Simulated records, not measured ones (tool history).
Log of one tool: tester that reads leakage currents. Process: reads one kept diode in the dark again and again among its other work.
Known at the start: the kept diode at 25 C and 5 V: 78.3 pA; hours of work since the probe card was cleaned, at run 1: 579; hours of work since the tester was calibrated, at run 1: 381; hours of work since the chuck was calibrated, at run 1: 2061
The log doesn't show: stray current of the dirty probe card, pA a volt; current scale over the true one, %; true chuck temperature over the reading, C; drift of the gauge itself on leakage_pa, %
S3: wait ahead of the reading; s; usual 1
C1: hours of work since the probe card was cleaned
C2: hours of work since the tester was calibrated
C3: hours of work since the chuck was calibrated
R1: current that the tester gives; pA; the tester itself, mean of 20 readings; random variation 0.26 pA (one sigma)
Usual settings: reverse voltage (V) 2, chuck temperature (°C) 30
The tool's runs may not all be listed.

run 1 hour=0 | reverse_voltage_(V)=2 chuck_temperature_(°C)=30 S3=1 | C1=579 C2=381 C3=2061 | R1=72.72
run 2 hour=63.6 | reverse_voltage_(V)=2 chuck_temperature_(°C)=30 S3=1 | C1=610 C2=411 C3=2091 | R1=72.66
-- hour=94.9 chuck's temperature calibrated
run 3 hour=125.8 | reverse_voltage_(V)=2 chuck_temperature_(°C)=30 S3=1 | C1=639 C2=440 C3=15 | R1=86.13
run 4 hour=187.3 | reverse_voltage_(V)=2 chuck_temperature_(°C)=30 S3=1 | C1=668 C2=470 C3=44 | R1=86.06
run 5 hour=219 | reverse_voltage_(V)=2 chuck_temperature_(°C)=30 S3=1 | C1=684 C2=485 C3=60 | R1=86.62
run 6 hour=254.6 | reverse_voltage_(V)=2 chuck_temperature_(°C)=30 S3=1 | C1=701 C2=502 C3=77 | R1=86.01
run 7 hour=314.7 | reverse_voltage_(V)=2 chuck_temperature_(°C)=30 S3=1 | C1=729 C2=531 C3=105 | R1=85.7
run 8 hour=366 | reverse_voltage_(V)=2 chuck_temperature_(°C)=30 S3=1 | C1=754 C2=555 C3=130 | R1=85.41
run 9 hour=409.4 | reverse_voltage_(V)=2 chuck_temperature_(°C)=30 S3=1 | C1=775 C2=576 C3=151 | R1=85.94
run 10 hour=467.9 | reverse_voltage_(V)=2 chuck_temperature_(°C)=30 S3=1 | C1=803 C2=604 C3=179 | R1=85.48
run 11 hour=503.3 | reverse_voltage_(V)=2 chuck_temperature_(°C)=30 S3=1 | C1=820 C2=621 C3=196 | R1=84.79
run 12 hour=578.4 | reverse_voltage_(V)=3.67 chuck_temperature_(°C)=30 S3=1 | C1=856 C2=657 C3=232 | R1=104.88
run 13 hour=619.4 | reverse_voltage_(V)=3.67 chuck_temperature_(°C)=30 S3=1 | C1=876 C2=677 C3=252 | R1=104.13
run 14 hour=688.2 | reverse_voltage_(V)=3.67 chuck_temperature_(°C)=30 S3=1 | C1=909 C2=710 C3=285 | R1=104.33
run 15 hour=720.3 | reverse_voltage_(V)=10.57 chuck_temperature_(°C)=30 S3=1 | C1=924 C2=725 C3=300 | R1=152.19
run 16 hour=762.1 | reverse_voltage_(V)=10.57 chuck_temperature_(°C)=30 S3=1 | C1=944 C2=745 C3=320 | R1=151.62
run 17 hour=820.7 | reverse_voltage_(V)=10.57 chuck_temperature_(°C)=30 S3=1 | C1=972 C2=774 C3=348 | R1=151.85
run 18 hour=863.7 | reverse_voltage_(V)=2 chuck_temperature_(°C)=30 S3=3.17 | C1=993 C2=794 C3=369 | R1=84.09
run 19 hour=919.2 | reverse_voltage_(V)=13.08 chuck_temperature_(°C)=30 S3=3.17 | C1=1019 C2=821 C3=395 | R1=162.22
run 20 hour=967.2 | reverse_voltage_(V)=2 chuck_temperature_(°C)=30 S3=1 | C1=1042 C2=844 C3=418 | R1=83.92
run 21 hour=1034.5 | reverse_voltage_(V)=5.3 chuck_temperature_(°C)=56 S3=0.5 | C1=1075 C2=876 C3=451 | R1=664.82
run 22 hour=1090.7 | reverse_voltage_(V)=1.83 chuck_temperature_(°C)=32 S3=0.32 | C1=1102 C2=903 C3=478 | R1=94.5
run 23 hour=1132.3 | reverse_voltage_(V)=4.92 chuck_temperature_(°C)=32 S3=1.37 | C1=1122 C2=923 C3=498 | R1=131.24
run 24 hour=1178.2 | reverse_voltage_(V)=4.92 chuck_temperature_(°C)=32 S3=1.37 | C1=1144 C2=945 C3=520 | R1=131.55
run 25 hour=1216 | reverse_voltage_(V)=7.8 chuck_temperature_(°C)=27 S3=0.42 | C1=1162 C2=963 C3=538 | R1=110.31

Run 26 comes next. What will it give?
-- hour=1237.5 probe card cleaned and baked
run 26 hour=1254.6 | reverse_voltage_(V)=7.8 chuck_temperature_(°C)=25 S3=8.28 | C1=8 C2=980 C3=555 | R1=?

R1: 87.33 pA
Without the tool's hidden state the same run would have given R1 90.74 pA.

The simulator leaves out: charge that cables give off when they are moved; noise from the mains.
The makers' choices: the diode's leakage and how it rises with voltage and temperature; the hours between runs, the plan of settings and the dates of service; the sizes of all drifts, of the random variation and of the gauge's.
